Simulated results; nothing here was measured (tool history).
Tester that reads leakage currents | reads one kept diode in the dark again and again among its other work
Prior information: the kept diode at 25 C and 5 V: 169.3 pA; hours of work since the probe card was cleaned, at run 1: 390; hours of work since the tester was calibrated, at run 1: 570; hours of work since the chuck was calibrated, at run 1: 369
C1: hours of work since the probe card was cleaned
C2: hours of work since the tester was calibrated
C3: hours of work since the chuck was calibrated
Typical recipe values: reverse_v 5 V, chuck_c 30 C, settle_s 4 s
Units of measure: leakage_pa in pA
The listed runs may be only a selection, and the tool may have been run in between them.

run 1 day=0 | reverse_v=5 chuck_c=30 settle_s=4 | C1=390 C2=570 C3=369 | leakage_pa=260.08
run 2 day=1.392 | reverse_v=5 chuck_c=30 settle_s=4 | C1=408 C2=589 C3=387 | leakage_pa=260.08
run 3 day=2.129 | reverse_v=5 chuck_c=30 settle_s=4 | C1=418 C2=598 C3=397 | leakage_pa=259.36
run 4 day=2.742 | reverse_v=5 chuck_c=30 settle_s=4 | C1=426 C2=606 C3=405 | leakage_pa=259.29
run 5 day=3.775 | reverse_v=5 chuck_c=30 settle_s=4 | C1=439 C2=620 C3=418 | leakage_pa=260.56
run 6 day=4.829 | reverse_v=5 chuck_c=30 settle_s=2.59 | C1=453 C2=633 C3=432 | leakage_pa=258.92
run 7 day=5.604 | reverse_v=5 chuck_c=56 settle_s=4 | C1=463 C2=644 C3=442 | leakage_pa=1896.86
run 8 day=6.992 | reverse_v=5 chuck_c=56 settle_s=4 | C1=481 C2=662 C3=460 | leakage_pa=1901.83
run 9 day=7.962 | reverse_v=5 chuck_c=56 settle_s=4 | C1=494 C2=674 C3=473 | leakage_pa=1900.28
run 10 day=8.85 | reverse_v=5 chuck_c=30 settle_s=4 | C1=505 C2=686 C3=485 | leakage_pa=260.05
run 11 day=9.442 | reverse_v=5 chuck_c=41 settle_s=0.61 | C1=513 C2=694 C3=492 | leakage_pa=629.68
run 12 day=10.838 | reverse_v=5 chuck_c=41 settle_s=0.61 | C1=531 C2=712 C3=511 | leakage_pa=628.46
run 13 day=12.233 | reverse_v=5 chuck_c=41 settle_s=0.61 | C1=549 C2=730 C3=529 | leakage_pa=629.35
run 14 day=12.888 | reverse_v=5 chuck_c=41 settle_s=0.61 | C1=558 C2=739 C3=537 | leakage_pa=630.99
run 15 day=14.112 | reverse_v=5 chuck_c=41 settle_s=3.52 | C1=574 C2=755 C3=553 | leakage_pa=622.15
run 16 day=15.242 | reverse_v=5 chuck_c=41 settle_s=3.52 | C1=589 C2=769 C3=568 | leakage_pa=625.65
run 17 day=16.138 | reverse_v=8.83 chuck_c=50 settle_s=2.57 | C1=600 C2=781 C3=580 | leakage_pa=1508.64
run 18 day=17.383 | reverse_v=8.83 chuck_c=32 settle_s=4.74 | C1=617 C2=797 C3=596 | leakage_pa=372.78
run 19 day=18.421 | reverse_v=8.83 chuck_c=32 settle_s=4.74 | C1=630 C2=811 C3=610 | leakage_pa=371.52
run 20 day=19.196 | reverse_v=5 chuck_c=25 settle_s=4.24 | C1=640 C2=821 C3=620 | leakage_pa=169.84

3 ways to go on from here, each from the tool as it stands after run 20. What would each give?
run A day=20.225 | reverse_v=5 chuck_c=34 settle_s=4 | C1=654 C2=834 C3=633 | leakage_pa=?
run B day=20.225 | reverse_v=4.5 chuck_c=30 settle_s=3.99 | C1=654 C2=834 C3=633 | leakage_pa=?
run C day=20.225 | reverse_v=5 chuck_c=30 settle_s=0.43 | C1=654 C2=834 C3=633 | leakage_pa=?

run=A leakage_pa=361.53
run=B leakage_pa=250.97
run=C leakage_pa=263.38
Take away the tool's hidden state, keep each run's random variation, and the runs would have read:
run=A leakage_pa=361.44
run=B leakage_pa=250.9
run=C leakage_pa=263.3
